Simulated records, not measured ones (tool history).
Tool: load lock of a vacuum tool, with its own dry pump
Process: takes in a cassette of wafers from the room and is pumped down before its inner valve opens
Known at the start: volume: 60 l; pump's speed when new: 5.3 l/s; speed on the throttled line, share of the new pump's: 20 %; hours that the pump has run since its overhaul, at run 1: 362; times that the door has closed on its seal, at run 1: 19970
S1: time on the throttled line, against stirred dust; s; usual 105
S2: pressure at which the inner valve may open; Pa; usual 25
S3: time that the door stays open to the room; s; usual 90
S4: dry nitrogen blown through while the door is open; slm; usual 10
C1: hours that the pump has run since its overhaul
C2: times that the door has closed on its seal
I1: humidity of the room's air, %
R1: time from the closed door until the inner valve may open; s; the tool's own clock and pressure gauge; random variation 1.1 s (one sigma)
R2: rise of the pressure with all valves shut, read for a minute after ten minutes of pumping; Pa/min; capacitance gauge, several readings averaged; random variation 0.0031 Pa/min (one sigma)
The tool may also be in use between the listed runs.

run 1 hour=0.0 | S1=105 S2=25 S3=90 S4=10 | C1=362 C2=19970 | I1=46.0 | R1=179.0 R2=0.070
run 2 hour=290.0 | S1=105 S2=25 S3=90 S4=10 | C1=652 C2=20615 | I1=44.4 | R1=180.0 R2=0.065
run 3 hour=480.1 | S1=105 S2=38 S3=90 S4=10 | C1=842 C2=21037 | I1=43.0 | R1=173.7 R2=0.065
run 4 hour=618.8 | S1=105 S2=25 S3=31 S4=10 | C1=980 C2=21345 | I1=47.1 | R1=179.7 R2=0.047
run 5 hour=834.2 | S1=105 S2=25 S3=25 S4=10 | C1=1196 C2=21824 | I1=46.4 | R1=178.6 R2=0.038
run 6 hour=1015.6 | S1=105 S2=38 S3=25 S4=10 | C1=1377 C2=22227 | I1=43.6 | R1=174.4 R2=0.040
run 7 hour=1329.3 | S1=105 S2=25 S3=31 S4=10 | C1=1691 C2=22924 | I1=45.7 | R1=178.9 R2=0.043
run 8 hour=1628.1 | S1=105 S2=25 S3=77 S4=10 | C1=1990 C2=23588 | I1=44.6 | R1=179.2 R2=0.063
run 9 hour=1894.4 | S1=105 S2=25 S3=90 S4=10 | C1=2256 C2=24180 | I1=45.0 | R1=180.0 R2=0.066
run 10 hour=2138.7 | S1=66 S2=25 S3=90 S4=10 | C1=2500 C2=24722 | I1=49.4 | R1=147.0 R2=0.072
run 11 hour=2462.8 | S1=66 S2=25 S3=90 S4=10 | C1=2824 C2=25443 | I1=49.8 | R1=146.9 R2=0.073
run 12 hour=2622.1 | S1=54 S2=25 S3=90 S4=10 | C1=2984 C2=25797 | I1=46.2 | R1=138.2 R2=0.070
run 13 hour=2804.9 | S1=131 S2=25 S3=90 S4=10 | C1=3167 C2=26203 | I1=42.2 | R1=200.3 R2=0.061
run 14 hour=3051.6 | S1=105 S2=24 S3=90 S4=10 | C1=3413 C2=26751 | I1=42.4 | R1=180.9 R2=0.063
run 15 hour=3340.2 | S1=105 S2=25 S3=90 S4=10 | C1=3702 C2=27392 | I1=43.2 | R1=178.2 R2=0.070
run 16 hour=3626.3 | S1=105 S2=19 S3=90 S4=10 | C1=3988 C2=28028 | I1=47.5 | R1=183.0 R2=0.063
run 17 hour=3819.4 | S1=105 S2=49 S3=90 S4=10 | C1=4181 C2=28457 | I1=47.4 | R1=172.4 R2=0.067
run 18 hour=3975.1 | S1=105 S2=25 S3=90 S4=10 | C1=4337 C2=28803 | I1=43.5 | R1=178.5 R2=0.063
run 19 hour=4254.2 | S1=105 S2=46 S3=90 S4=10 | C1=4616 C2=29423 | I1=43.6 | R1=171.5 R2=0.066
run 20 hour=4536.9 | S1=110 S2=23 S3=46 S4=25 | C1=4899 C2=30051 | I1=43.5 | R1=182.5 R2=0.035
run 21 hour=4842.8 | S1=85 S2=23 S3=119 S4=33 | C1=5204 C2=30731 | I1=45.0 | R1=164.4 R2=0.049
run 22 hour=5074.0 | S1=95 S2=19 S3=151 S4=8 | C1=5436 C2=31245 | I1=48.4 | R1=174.0 R2=0.098
run 23 hour=5381.7 | S1=95 S2=19 S3=151 S4=8 | C1=5743 C2=31928 | I1=45.9 | R1=174.7 R2=0.091
run 24 hour=5609.4 | S1=95 S2=23 S3=136 S4=8 | C1=5971 C2=32434 | I1=47.1 | R1=172.4 R2=0.090
run 25 hour=5837.7 | S1=87 S2=34 S3=136 S4=8 | C1=6199 C2=32942 | I1=41.2 | R1=159.4 R2=0.079
run 26 hour=5996.3 | S1=105 S2=30 S3=90 S4=10 | C1=6358 C2=33294 | I1=43.7 | R1=175.7 R2=0.065
run 27 hour=6180.0 | S1=70 S2=28 S3=132 S4=10 | C1=6542 C2=33702 | I1=45.4 | R1=148.9 R2=0.084
run 28 hour=6498.1 | S1=70 S2=28 S3=35 S4=10 | C1=6860 C2=34409 | I1=45.4 | R1=149.5 R2=0.043
run 29 hour=6739.3 | S1=70 S2=28 S3=35 S4=10 | C1=7101 C2=34945 | I1=45.5 | R1=148.0 R2=0.043
run 30 hour=7040.4 | S1=129 S2=20 S3=144 S4=15 | C1=7402 C2=35614 | I1=46.4 | R1=201.1 R2=0.071
run 31 hour=7227.7 | S1=69 S2=42 S3=49 S4=24 | C1=7589 C2=36030 | I1=46.8 | R1=144.2 R2=0.041
run 32 hour=7428.8 | S1=105 S2=24 S3=119 S4=28 | C1=7790 C2=36477 | I1=44.0 | R1=178.4 R2=0.056
run 33 hour=7619.9 | S1=79 S2=29 S3=119 S4=6 | C1=7982 C2=36902 | I1=45.1 | R1=154.7 R2=0.085
run 34 hour=7762.4 | S1=79 S2=29 S3=119 S4=6 | C1=8124 C2=37218 | I1=45.5 | R1=157.2 R2=0.089
run 35 hour=8065.1 | S1=139 S2=35 S3=179 S4=41 | C1=8427 C2=37891 | I1=46.5 | R1=201.7 R2=0.058
run 36 hour=8384.8 | S1=139 S2=35 S3=126 S4=21 | C1=8746 C2=38601 | I1=49.6 | R1=202.9 R2=0.065
run 37 hour=8695.7 | S1=92 S2=25 S3=90 S4=10 | C1=9057 C2=39292 | I1=44.9 | R1=169.0 R2=0.065
-- hour=8912.2 dry pump taken out, an overhauled one fitted
run 38 hour=8935.6 | S1=92 S2=25 S3=90 S4=10 | C1=23 C2=39812 | I1=44.1 | R1=167.5 R2=0.066

How the hidden state differs across the entries between the runs, from the last listed run before each to the first after it:
Between runs 37 and 38: dry pump taken out, an overhauled one fitted (hour 8912.2)
  pump's speed, % of a new pump's: 99.9 -> 100
